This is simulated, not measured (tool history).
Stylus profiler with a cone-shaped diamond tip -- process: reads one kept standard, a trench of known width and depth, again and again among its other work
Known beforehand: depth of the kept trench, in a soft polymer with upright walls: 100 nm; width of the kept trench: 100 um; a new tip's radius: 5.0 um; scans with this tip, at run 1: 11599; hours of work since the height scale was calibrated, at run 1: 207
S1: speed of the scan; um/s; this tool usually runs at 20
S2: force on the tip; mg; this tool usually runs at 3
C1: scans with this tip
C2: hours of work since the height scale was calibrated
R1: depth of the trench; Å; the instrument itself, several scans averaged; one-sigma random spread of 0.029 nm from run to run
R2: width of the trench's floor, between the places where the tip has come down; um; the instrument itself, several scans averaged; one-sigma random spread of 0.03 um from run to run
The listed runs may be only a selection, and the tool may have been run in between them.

run,hour,S1,S2,C1,C2,R1,R2
1,0,20,3,11599,207,1014.6,97.34
2,63.5,20,3,11828,237,1015.4,97.35
3,123.3,20,3,12043,266,1015.3,97.37
4,180.5,20,3,12249,294,1015.4,97.33
5,217.8,11,3,12383,312,1016,97.36
6,294,20,3,12657,349,1015.8,97.34
7,362.8,20,3,12904,383,1015.5,97.29
8,401.4,20,3,13043,401,1015.6,97.29
9,476.9,20,3.67,13315,438,1018,97.3
10,534,20,3.67,13520,466,1018.6,97.27
11,615.7,20,3.67,13814,505,1018.6,97.23
12,676.9,20,3.67,14034,535,1018.6,97.29
13,746.4,20,3.67,14284,569,1019.1,97.26
14,828.9,20,3.67,14581,609,1019.1,97.23
15,915.7,22,3.67,14893,651,1019.5,97.16
16,1002.1,22,3.67,15204,693,1019.3,97.18
# hour 1010.6: height scale calibrated on a step standard
17,1089.5,9,3,15517,38,1018.2,97.17
18,1161.8,9,3,15777,73,1018,97.14
19,1251.4,23,3,16099,117,1018.3,97.1
20,1322.8,13,3,16356,151,1018,97.16
# hour 1338.5: height scale calibrated on a step standard, once more
21,1366.5,10,3,16512,14,1014.2,97.16
22,1407.4,20,4.38,16659,33,1018.1,97.16
23,1495.5,7,3,16976,76,1014.6,97.13
24,1541.2,12,2.77,17140,98,1013.4,97.08
25,1625.9,12,2.77,17445,139,1014.5,97.16
26,1705.2,12,2.77,17730,178,1013.8,97.12
27,1756.2,12,2.77,17913,203,1015,97.09
28,1800.2,8,5.1,18072,224,1021,97.16
29,1888,14,3.49,18387,267,1016.2,97.04
30,1956.1,10,1.58,18633,300,1010.5,97.03
31,1995,8,2.21,18773,318,1012.9,97.11
32,2081,8,2.21,19082,360,1013,97
33,2162.3,57,2.03,19374,400,1012.8,96.88
34,2245.5,57,2.03,19674,440,1012.8,96.78
35,2316.9,57,2.03,19930,475,1012.8,96.82
36,2354.3,57,2.03,20065,493,1013,96.86
# hour 2388.3: new tip fitted, height scale calibrated
37,2405,19,6.64,60,8,1023.9,97.9
38,2485.2,19,8.76,349,47,1029.2,97.9
39,2525.5,20,7.43,494,67,1025.6,97.97
40,2581.5,6,3.2,695,94,1015,97.9
41,2645.2,6,3.3,924,125,1015.4,97.98
42,2683.5,6,1.41,1062,143,1009.1,97.92
43,2769.4,15,1.46,1371,185,1009.2,97.85
44,2838.4,42,1.66,1619,218,1010,97.72
45,2912.3,42,1.66,1885,254,1010.8,97.74
46,2953.8,22,3.62,2035,274,1017,97.82

Measured minus without-hidden-state, run by run (identical run-to-run variation in each term; gauge scatter may differ):
Hidden conditions of the tool in this case: radius of the tip, um; height scale over the true one, %; drift of the gauge itself on depth_nm, %; drift of the gauge itself on floor_um, %.
run,R1,R2
1,+1.2,-0.6
2,+1.4,-0.61
3,+1.5,-0.62
4,+1.6,-0.63
5,+1.7,-0.63
6,+1.8,-0.65
7,+1.9,-0.66
8,+2,-0.67
9,+2.2,-0.68
10,+2.3,-0.69
11,+2.4,-0.71
12,+2.6,-0.72
13,+2.7,-0.72
14,+2.9,-0.74
15,+3.1,-0.75
16,+3.2,-0.76
17,+3.9,-0.78
18,+4.1,-0.79
19,+4.3,-0.81
20,+4.5,-0.82
21,+0.3,-0.82
22,+0.4,-0.83
23,+0.6,-0.84
24,+0.7,-0.85
25,+0.8,-0.86
26,+0.9,-0.88
27,+1,-0.88
28,+1.1,-0.89
29,+1.3,-0.91
30,+1.5,-0.92
31,+1.5,-0.92
32,+1.7,-0.94
33,+1.8,-0.95
34,+2.1,-0.97
35,+2.2,-0.97
36,+2.2,-0.98
37,+0.1,-0.03
38,+0.3,-0.04
39,+0.3,-0.05
40,+0.4,-0.07
41,+0.6,-0.08
42,+0.6,-0.09
43,+0.8,-0.11
44,+0.9,-0.13
45,+1.1,-0.14
46,+1.2,-0.15

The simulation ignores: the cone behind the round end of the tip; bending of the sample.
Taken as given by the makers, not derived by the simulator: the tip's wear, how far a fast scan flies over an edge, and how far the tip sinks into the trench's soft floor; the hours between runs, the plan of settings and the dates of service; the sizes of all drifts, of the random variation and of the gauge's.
